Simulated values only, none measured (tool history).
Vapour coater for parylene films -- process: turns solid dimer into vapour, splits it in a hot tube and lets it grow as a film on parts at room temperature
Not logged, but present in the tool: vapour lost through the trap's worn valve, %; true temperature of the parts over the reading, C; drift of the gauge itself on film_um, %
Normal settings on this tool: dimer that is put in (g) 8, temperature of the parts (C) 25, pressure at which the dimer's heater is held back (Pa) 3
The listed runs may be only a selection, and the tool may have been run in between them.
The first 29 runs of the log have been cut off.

| run | day | dimer that is put in (g) | temperature of the parts (C) | pressure at which the dimer's heater is held back (Pa) | hours of work since the trap's valve was overhauled | hours of work since the table's thermometer was calibrated | thickness of the film (µm) |
|---|---|---|---|---|---|---|---|
| 30 | 61.212 | 3 | 26 | 3.77 | 315 | 1590 | 0.91 |
| 31 | 62.562 | 8 | 18 | 3 | 333 | 1608 | 3.48 |
|  | 65.029 | trap's valve overhauled |
| 32 | 65.212 | 9 | 25 | 5.06 | 2 | 1640 | 2.72 |
| 33 | 67.8 | 9 | 25 | 5.06 | 36 | 1674 | 2.71 |
| 34 | 70.7 | 8 | 25 | 8.16 | 75 | 1712 | 2.22 |
| 35 | 73.242 | 3 | 23 | 6.01 | 108 | 1746 | 0.96 |
| 36 | 74.633 | 5 | 27 | 2.67 | 126 | 1764 | 1.56 |
| 37 | 77.017 | 8 | 25 | 5.63 | 158 | 1795 | 2.34 |
| 38 | 78.696 | 8 | 25 | 5.63 | 180 | 1817 | 2.38 |
| 39 | 80.196 | 8 | 28 | 2.18 | 199 | 1837 | 2.5 |
| 40 | 81.633 | 8 | 24 | 2.08 | 218 | 1856 | 2.94 |
| 41 | 84.621 | 8 | 24 | 2.08 | 258 | 1895 | 2.94 |
| 42 | 86.312 | 11 | 26 | 2.15 | 280 | 1918 | 3.71 |
| 43 | 88.021 | 3 | 25 | 8.02 | 302 | 1940 | 0.84 |
| 44 | 89.354 | 8 | 30 | 4.6 | 320 | 1958 | 2.02 |
|  | 90.525 | gauge calibrated |
| 45 | 91.2 | 6 | 23 | 2.05 | 344 | 1982 | 2.23 |
|  | 92.933 | trap's valve overhauled |
| 46 | 94.321 | 6 | 23 | 2.05 | 18 | 2021 | 2.24 |

Here are 4 independent what-if runs from the current tool condition. What would each one return?
| A | 97.342 | 4 | 35 | 11.83 | 58 | 2060 | ? |
| B | 97.342 | 6 | 23 | 3 | 58 | 2060 | ? |
| C | 97.342 | 13 | 32 | 2.51 | 58 | 2060 | ? |
| D | 97.342 | 3 | 22 | 4.95 | 58 | 2060 | ? |

| run | thickness of the film (µm) |
|---|---|
| A | 0.69 |
| B | 2.09 |
| C | 3.29 |
| D | 1 |
The same runs, with their run-to-run variation unchanged, on a tool lacking any hidden condition would have given:
| run | thickness of the film (µm) |
|---|---|
| A | 0.69 |
| B | 2.08 |
| C | 3.28 |
| D | 1 |
